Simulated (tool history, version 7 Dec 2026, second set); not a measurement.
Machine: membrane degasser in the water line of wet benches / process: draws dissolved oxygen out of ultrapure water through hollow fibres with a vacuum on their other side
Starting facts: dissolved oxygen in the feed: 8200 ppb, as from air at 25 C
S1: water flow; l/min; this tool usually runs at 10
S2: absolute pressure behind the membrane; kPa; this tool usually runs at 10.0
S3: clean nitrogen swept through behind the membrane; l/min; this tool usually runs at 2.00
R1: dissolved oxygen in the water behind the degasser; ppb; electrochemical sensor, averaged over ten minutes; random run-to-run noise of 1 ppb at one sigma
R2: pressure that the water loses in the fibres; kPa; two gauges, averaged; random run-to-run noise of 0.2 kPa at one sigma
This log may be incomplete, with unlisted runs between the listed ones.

run	hour	S1	S2	S3	R1	R2
1	0.0	10	10.0	2.00	99.9	46.17
2	47.6	10	10.0	2.00	101.6	45.82
3	97.3	10	10.0	2.00	100.7	46.23
4	131.1	10	6.2	2.00	52.7	46.56
5	184.8	10	10.0	2.00	100.1	46.28
6	245.6	10	10.0	2.00	98.4	46.33
7	305.4	10	10.0	4.71	52.4	46.58
8	331.6	10	10.0	2.00	100.6	46.23
9	359.6	10	10.0	2.00	97.8	46.20
10	423.3	10	10.0	2.00	98.3	46.03
11	481.3	10	21.0	2.00	228.7	46.49
12	539.3	10	10.0	2.00	98.3	46.45
13	579.4	10	10.0	2.00	97.9	46.77
14	622.5	10	10.0	2.00	99.9	46.54
15	668.3	10	10.0	2.00	98.4	46.78
16	720.8	10	10.0	2.00	98.8	46.38
17	767.0	12	10.0	2.00	133.1	56.22
18	797.2	12	20.8	1.45	368.6	55.39
19	852.8	10	9.5	4.67	51.0	46.50
20	882.8	10	24.3	3.19	180.7	46.46
21	938.2	11	19.7	2.80	180.9	51.63
22	998.8	6	13.8	3.10	53.3	27.91
23	1045.0	6	13.8	3.10	53.7	28.09
24	1101.2	6	13.8	3.10	51.7	27.90
25	1142.2	7	17.3	2.80	90.5	33.17
26	1181.3	7	17.3	2.80	89.9	32.88
27	1209.1	7	6.6	2.80	23.6	32.99
28	1246.1	13	6.6	3.49	80.1	60.96
29	1306.6	13	15.4	0.94	417.7	61.14
30	1366.7	13	15.4	0.94	415.7	60.95
31	1431.2	8	9.9	4.02	39.3	37.67

Pick out some run-to-run changes in R2. Of each, how much would a tool without hidden state show as well, from the settings, what came in and chance, and how much is left for the hidden state and any gauge scatter not in both results compared?
The hidden state here: membrane still open, %; true pressure behind the membrane over the reading, kPa; air that leaks in behind the membrane, l/min; drift of the gauge itself on oxygen_ppb, %; drift of the gauge itself on loss_of_pressure_kpa, %.
Run 21 -> 22: S1 11 -> 6, S2 19.7 -> 13.8, S3 2.80 -> 3.10. R2 -23.72 kPa: hidden state -0.29, all else -23.43.
Run 27 -> 28: S1 7 -> 13, S3 2.80 -> 3.49. R2 +27.97 kPa: hidden state +0.50, all else +27.47.
Run 30 -> 31: S1 13 -> 8, S2 15.4 -> 9.9, S3 0.94 -> 4.02. R2 -23.28 kPa: hidden state -0.41, all else -22.87.
